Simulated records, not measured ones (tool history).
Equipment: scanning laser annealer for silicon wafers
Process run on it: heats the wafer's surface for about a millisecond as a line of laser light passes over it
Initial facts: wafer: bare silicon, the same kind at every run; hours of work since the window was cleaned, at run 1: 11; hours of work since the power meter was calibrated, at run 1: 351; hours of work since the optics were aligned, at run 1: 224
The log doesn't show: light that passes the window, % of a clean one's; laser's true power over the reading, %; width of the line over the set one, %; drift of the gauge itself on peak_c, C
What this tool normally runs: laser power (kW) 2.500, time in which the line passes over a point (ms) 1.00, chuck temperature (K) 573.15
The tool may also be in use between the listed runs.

run,hour,laser power (kW),time in which the line passes over a point (ms),chuck temperature (K),hours of work since the window was cleaned,hours of work since the power meter was calibrated,hours of work since the optics were aligned,highest temperature of the surface (K)
1,0.0,2.500,1.00,573.15,11,351,224,1372.15
2,11.8,2.500,1.00,573.15,17,357,230,1371.15
3,28.6,2.500,1.00,573.15,26,365,239,1369.15
4,49.7,2.500,1.04,573.15,37,376,249,1388.15
5,65.0,2.500,1.04,573.15,44,384,257,1388.15
6,82.5,2.500,1.00,573.15,53,393,266,1368.15
7,98.0,2.500,1.00,573.15,61,401,274,1369.15
8,120.2,2.500,1.00,573.15,72,412,285,1370.15
9,130.8,2.500,1.00,573.15,78,417,291,1367.15
10,146.4,2.500,1.00,573.15,86,425,299,1365.15
11,161.5,2.500,1.00,573.15,93,433,306,1367.15
12,175.6,2.500,1.00,573.15,101,440,313,1366.15
13,187.2,2.500,1.00,573.15,107,446,319,1365.15
14,207.6,2.500,1.00,573.15,117,457,330,1367.15
15,229.1,2.500,1.00,573.15,128,468,341,1363.15
16,247.5,2.500,1.00,573.15,137,477,350,1364.15
17,269.7,2.500,0.97,573.15,149,488,361,1350.15
18,279.8,2.500,0.97,573.15,154,493,366,1349.15
19,296.6,2.500,0.97,573.15,162,502,375,1352.15
20,313.0,2.500,0.97,573.15,171,510,383,1350.15
21,325.8,2.150,1.00,547.15,177,517,390,1215.15
22,347.3,2.180,0.78,607.15,188,528,401,1205.15
23,364.3,2.346,0.78,607.15,197,536,409,1255.15
# hour 371.1: optics aligned, line set to its width
24,383.8,2.346,0.78,607.15,204,544,7,1255.15
25,404.4,2.231,0.80,607.15,215,554,17,1226.15
26,426.4,2.231,0.80,607.15,226,565,28,1226.15
27,449.7,2.485,0.89,586.15,238,577,40,1324.15
28,469.8,2.256,1.00,573.15,248,588,50,1277.15
# hour 481.7: optics aligned, line set to its width, once more
29,498.4,2.256,1.00,573.15,260,600,9,1280.15
30,508.4,2.475,1.21,577.15,265,605,14,1439.15
31,520.0,2.500,0.87,575.15,271,611,20,1307.15
32,536.5,2.500,0.70,598.15,279,619,28,1249.15
33,548.7,2.500,0.70,598.15,285,625,34,1250.15
34,564.5,2.500,0.70,598.15,294,633,42,1250.15
35,578.7,2.461,1.07,595.15,301,640,49,1395.15
36,593.0,2.330,0.83,537.15,308,648,57,1197.15
37,606.9,2.352,1.00,576.15,315,655,64,1316.15
38,628.6,2.352,1.00,576.15,326,666,75,1311.15
39,639.8,2.245,1.18,556.15,332,672,80,1323.15
40,655.3,2.418,1.00,590.15,340,679,88,1349.15

4 ways to go on from here, each from the tool as it stands after run 40. What would each give?
A,670.9,2.451,1.00,540.15,348,687,96,?
B,670.9,2.417,0.92,590.15,348,687,96,?
C,670.9,2.333,0.77,590.15,348,687,96,?
D,670.9,2.418,0.85,590.15,348,687,96,?

run,highest temperature of the surface (K)
A,1306.15
B,1315.15
C,1227.15
D,1285.15
Take away the tool's hidden state, keep each run's random variation, and the runs would have read:
run,highest temperature of the surface (K)
A,1321.15
B,1329.15
C,1240.15
D,1298.15
